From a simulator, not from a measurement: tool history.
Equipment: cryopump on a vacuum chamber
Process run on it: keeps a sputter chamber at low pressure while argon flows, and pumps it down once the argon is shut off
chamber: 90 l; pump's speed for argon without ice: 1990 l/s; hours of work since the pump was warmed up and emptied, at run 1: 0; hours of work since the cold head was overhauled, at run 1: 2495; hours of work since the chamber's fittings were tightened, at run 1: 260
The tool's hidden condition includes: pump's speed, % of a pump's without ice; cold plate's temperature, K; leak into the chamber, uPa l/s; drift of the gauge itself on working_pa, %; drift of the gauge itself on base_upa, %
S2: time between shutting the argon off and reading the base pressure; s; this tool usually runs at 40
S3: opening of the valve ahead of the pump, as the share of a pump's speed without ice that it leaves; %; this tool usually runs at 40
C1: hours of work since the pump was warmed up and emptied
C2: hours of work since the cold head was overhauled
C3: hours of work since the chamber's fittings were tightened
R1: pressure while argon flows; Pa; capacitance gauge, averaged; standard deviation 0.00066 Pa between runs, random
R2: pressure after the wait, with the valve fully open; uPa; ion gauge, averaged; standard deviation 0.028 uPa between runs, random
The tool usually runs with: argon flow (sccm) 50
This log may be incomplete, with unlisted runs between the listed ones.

Run 1, day 0.000: usual settings; C1 0; C2 2495; C3 260. Result: R1 0.1082 Pa, R2 1.53 uPa.
Run 2, day 4.258: usual settings but S2 41 s; C1 88; C2 2583; C3 348. Result: R1 0.1096 Pa, R2 1.55 uPa.
Run 3, day 6.638: usual settings; C1 137; C2 2632; C3 397. Result: R1 0.1103 Pa, R2 1.66 uPa.
Run 4, day 8.967: usual settings but S2 120 s; C1 184; C2 2680; C3 445. Result: R1 0.1117 Pa, R2 0.95 uPa.
Run 5, day 13.225: usual settings but S3 36 %; C1 272; C2 2767; C3 532. Result: R1 0.1253 Pa, R2 1.77 uPa.
Run 6, day 15.192: usual settings but S3 36 %; C1 313; C2 2808; C3 573. Result: R1 0.1249 Pa, R2 1.90 uPa.
Run 7, day 17.167: usual settings but S3 36 %; C1 353; C2 2848; C3 613. Result: R1 0.1275 Pa, R2 1.86 uPa.
Run 8, day 21.625: usual settings but S2 72 s; C1 445; C2 2940; C3 705. Result: R1 0.1201 Pa, R2 1.51 uPa.
Run 9, day 25.021: usual settings; C1 515; C2 3010; C3 775. Result: R1 0.1204 Pa, R2 2.20 uPa.
At day 27.529: pump warmed up, emptied and cooled again.
Run 10, day 28.300: usual settings but argon flow (sccm) 41; C1 16; C2 3073; C3 838. Result: R1 0.0887 Pa, R2 2.07 uPa.
Run 11, day 30.900: usual settings; C1 69; C2 3126; C3 892. Result: R1 0.1098 Pa, R2 2.05 uPa.
Run 12, day 33.825: usual settings; C1 130; C2 3187; C3 952. Result: R1 0.1110 Pa, R2 2.13 uPa.
Run 13, day 37.275: usual settings; C1 201; C2 3258; C3 1023. Result: R1 0.1123 Pa, R2 2.23 uPa.
Run 14, day 40.362: usual settings; C1 264; C2 3321; C3 1086. Result: R1 0.1143 Pa, R2 2.24 uPa.
Run 15, day 44.692: usual settings but argon flow (sccm) 46, S3 26 %; C1 353; C2 3410; C3 1175. Result: R1 0.1593 Pa, R2 2.50 uPa.
Run 16, day 47.629: usual settings but argon flow (sccm) 21, S2 31 s, S3 19 %; C1 414; C2 3471; C3 1236. Result: R1 0.0988 Pa, R2 2.84 uPa.
Run 17, day 52.217: usual settings but argon flow (sccm) 21, S2 51 s, S3 22 %; C1 508; C2 3565; C3 1330. Result: R1 0.0878 Pa, R2 2.52 uPa.
At day 55.254: pump warmed up, emptied and cooled again.
Run 18, day 55.679: usual settings but argon flow (sccm) 21, S2 51 s, S3 19 %; C1 9; C2 3632; C3 1397. Result: R1 0.0945 Pa, R2 2.18 uPa.
At day 57.004: leaking fittings of the chamber tightened, without venting.
Run 19, day 58.988: usual settings but argon flow (sccm) 98, S3 32 %; C1 75; C2 3698; C3 41. Result: R1 0.2684 Pa, R2 1.34 uPa.
Run 20, day 61.217: usual settings but argon flow (sccm) 98, S2 42 s, S3 45 %; C1 121; C2 3744; C3 87. Result: R1 0.1929 Pa, R2 1.35 uPa.
Run 21, day 65.304: usual settings but argon flow (sccm) 41, S2 76 s, S3 26 %; C1 205; C2 3828; C3 171. Result: R1 0.1383 Pa, R2 0.97 uPa.
Run 22, day 68.429: usual settings but argon flow (sccm) 31, S2 48 s, S3 25 %; C1 269; C2 3893; C3 235. Result: R1 0.1105 Pa, R2 1.35 uPa.
Run 23, day 71.788: usual settings but argon flow (sccm) 31, S2 30 s, S3 53 %; C1 339; C2 3962; C3 304. Result: R1 0.0561 Pa, R2 2.04 uPa.
Run 24, day 75.875: usual settings but argon flow (sccm) 31, S2 92 s, S3 24 %; C1 423; C2 4046; C3 388. Result: R1 0.1167 Pa, R2 1.11 uPa.
Run 25, day 79.642: usual settings but argon flow (sccm) 31, S2 92 s, S3 24 %; C1 500; C2 4123; C3 466. Result: R1 0.1199 Pa, R2 1.28 uPa.

What will run 26 give?
At day 82.875: pump warmed up, emptied and cooled again.
Run 26, day 82.875: usual settings but argon flow (sccm) 31, S2 92 s, S3 24 %; C1 0; C2 4186; C3 528. Result: R1 ?, R2 ?.

For run 26 the tool returned R1 0.1119 Pa, R2 1.16 uPa.
Minus the tool's unlogged condition, the same run would have read R1 0.1104 Pa, R2 0.65 uPa.
